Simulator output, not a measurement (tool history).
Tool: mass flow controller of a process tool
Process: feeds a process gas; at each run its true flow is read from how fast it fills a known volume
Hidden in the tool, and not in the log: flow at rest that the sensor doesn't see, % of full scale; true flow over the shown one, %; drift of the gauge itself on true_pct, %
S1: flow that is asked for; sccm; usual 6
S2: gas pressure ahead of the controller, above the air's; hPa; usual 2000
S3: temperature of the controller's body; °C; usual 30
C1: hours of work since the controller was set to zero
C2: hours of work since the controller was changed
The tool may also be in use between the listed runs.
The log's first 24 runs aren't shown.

{"run": 25, "day": 53.429, "S1": 6, "S2": 1410, "S3": 30, "C1": 1187, "C2": 1187, "true flow (%)": 98.59}
{"run": 26, "day": 55.167, "S1": 6, "S2": 1410, "S3": 30, "C1": 1205, "C2": 1205, "true flow (%)": 98.59}
{"run": 27, "day": 57.754, "S1": 6, "S2": 2500, "S3": 20, "C1": 1231, "C2": 1231, "true flow (%)": 99.51}
{"run": 28, "day": 59.571, "S1": 6, "S2": 1620, "S3": 28, "C1": 1249, "C2": 1249, "true flow (%)": 98.93}
{"run": 29, "day": 62.512, "S1": 8, "S2": 2040, "S3": 27, "C1": 1279, "C2": 1279, "true flow (%)": 99.09}
{"run": 30, "day": 64.525, "S1": 8, "S2": 2420, "S3": 27, "C1": 1299, "C2": 1299, "true flow (%)": 99.15}
{"run": 31, "day": 67.346, "S1": 8, "S2": 2420, "S3": 27, "C1": 1328, "C2": 1328, "true flow (%)": 99.17}
{"run": 32, "day": 68.971, "S1": 13, "S2": 2780, "S3": 25, "C1": 1344, "C2": 1344, "true flow (%)": 99.77}
{"run": 33, "day": 71.142, "S1": 13, "S2": 2780, "S3": 25, "C1": 1366, "C2": 1366, "true flow (%)": 99.75}
{"run": 34, "day": 73.183, "S1": 6, "S2": 1520, "S3": 37, "C1": 1387, "C2": 1387, "true flow (%)": 98.27}
{"run": 35, "day": 75.054, "S1": 3, "S2": 1500, "S3": 25, "C1": 1405, "C2": 1405, "true flow (%)": 99.53}
{"run": 36, "day": 76.954, "S1": 3, "S2": 2780, "S3": 30, "C1": 1425, "C2": 1425, "true flow (%)": 99.7}
{"run": 37, "day": 78.333, "S1": 3, "S2": 2780, "S3": 30, "C1": 1438, "C2": 1438, "true flow (%)": 99.59}
{"run": 38, "day": 81.158, "S1": 3, "S2": 2780, "S3": 30, "C1": 1467, "C2": 1467, "true flow (%)": 99.78}
{"run": 39, "day": 83.583, "S1": 6, "S2": 2210, "S3": 30, "C1": 1491, "C2": 1491, "true flow (%)": 98.98}
{"run": 40, "day": 86.825, "S1": 6, "S2": 2210, "S3": 30, "C1": 1524, "C2": 1524, "true flow (%)": 98.95}
{"run": 41, "day": 89.862, "S1": 6, "S2": 2210, "S3": 30, "C1": 1555, "C2": 1555, "true flow (%)": 99.11}
{"run": 42, "day": 91.517, "S1": 4, "S2": 2160, "S3": 30, "C1": 1571, "C2": 1571, "true flow (%)": 99.24}
{"run": 43, "day": 94.283, "S1": 4, "S2": 2160, "S3": 30, "C1": 1599, "C2": 1599, "true flow (%)": 99.19}
{"run": 44, "day": 95.792, "S1": 4, "S2": 2160, "S3": 30, "C1": 1615, "C2": 1615, "true flow (%)": 99.24}
{"run": 45, "day": 97.896, "S1": 10, "S2": 2550, "S3": 21, "C1": 1636, "C2": 1636, "true flow (%)": 99.72}
{"run": 46, "day": 99.479, "S1": 11, "S2": 1430, "S3": 22, "C1": 1652, "C2": 1652, "true flow (%)": 99.23}
{"run": 47, "day": 102.525, "S1": 13, "S2": 1710, "S3": 30, "C1": 1682, "C2": 1682, "true flow (%)": 99.12}
{"run": 48, "day": 104.746, "S1": 13, "S2": 1710, "S3": 23, "C1": 1705, "C2": 1705, "true flow (%)": 99.45}
{"run": 49, "day": 107.638, "S1": 10, "S2": 1690, "S3": 22, "C1": 1734, "C2": 1734, "true flow (%)": 99.38}

Forecast each of these 3 alternatives for the next run:
{"run": "A", "day": 110.596, "S1": 6, "S2": 2750, "S3": 30, "C1": 1764, "C2": 1764, "true flow (%)": "?"}
{"run": "B", "day": 110.596, "S1": 6, "S2": 2020, "S3": 29, "C1": 1764, "C2": 1764, "true flow (%)": "?"}
{"run": "C", "day": 110.596, "S1": 5, "S2": 1690, "S3": 25, "C1": 1764, "C2": 1764, "true flow (%)": "?"}

run=A true_flow_(%)=99.22
run=B true_flow_(%)=98.97
run=C true_flow_(%)=99.22
Without the tool's hidden state the same runs would have given:
run=A true_flow_(%)=98.48
run=B true_flow_(%)=98.23
run=C true_flow_(%)=98.26

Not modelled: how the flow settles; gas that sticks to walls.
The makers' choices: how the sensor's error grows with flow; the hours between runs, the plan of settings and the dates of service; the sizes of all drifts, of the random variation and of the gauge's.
